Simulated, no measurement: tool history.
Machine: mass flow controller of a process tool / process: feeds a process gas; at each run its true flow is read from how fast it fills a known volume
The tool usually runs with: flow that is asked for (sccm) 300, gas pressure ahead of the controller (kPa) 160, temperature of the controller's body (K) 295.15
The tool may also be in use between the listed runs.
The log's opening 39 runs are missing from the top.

| run | hour | flow that is asked for (sccm) | gas pressure ahead of the controller (kPa) | temperature of the controller's body (K) | true flow (%) |
|---|---|---|---|---|---|
| 40 | 5937.2 | 193 | 198 | 296.15 | 101.48 |
| 41 | 6074.1 | 300 | 141 | 307.15 | 100.27 |
|  | 6095 | controller's zero set anew, once more |
| 42 | 6162.6 | 316 | 248 | 295.15 | 97.11 |
| 43 | 6265.8 | 316 | 248 | 295.15 | 97.07 |
| 44 | 6452.1 | 316 | 248 | 295.15 | 97.09 |
| 45 | 6588.5 | 316 | 248 | 295.15 | 97.19 |
| 46 | 6703.6 | 206 | 240 | 303.15 | 97.75 |
| 47 | 6839.3 | 206 | 240 | 303.15 | 97.45 |
| 48 | 7046.5 | 206 | 240 | 303.15 | 97.47 |

4 options for the next run, each taken on its own from the tool as it stands now. Forecast them:
| A | 7187.1 | 824 | 164 | 305.15 | ? |
| B | 7187.1 | 260 | 182 | 295.15 | ? |
| C | 7187.1 | 125 | 146 | 313.15 | ? |
| D | 7187.1 | 105 | 225 | 303.15 | ? |

| run | true flow (%) |
|---|---|
| A | 97.91 |
| B | 96.83 |
| C | 97.58 |
| D | 97.5 |
Without the tool's unlogged condition, the same runs would have read:
| run | true flow (%) |
|---|---|
| A | 99.93 |
| B | 98.71 |
| C | 99.22 |
| D | 99.04 |

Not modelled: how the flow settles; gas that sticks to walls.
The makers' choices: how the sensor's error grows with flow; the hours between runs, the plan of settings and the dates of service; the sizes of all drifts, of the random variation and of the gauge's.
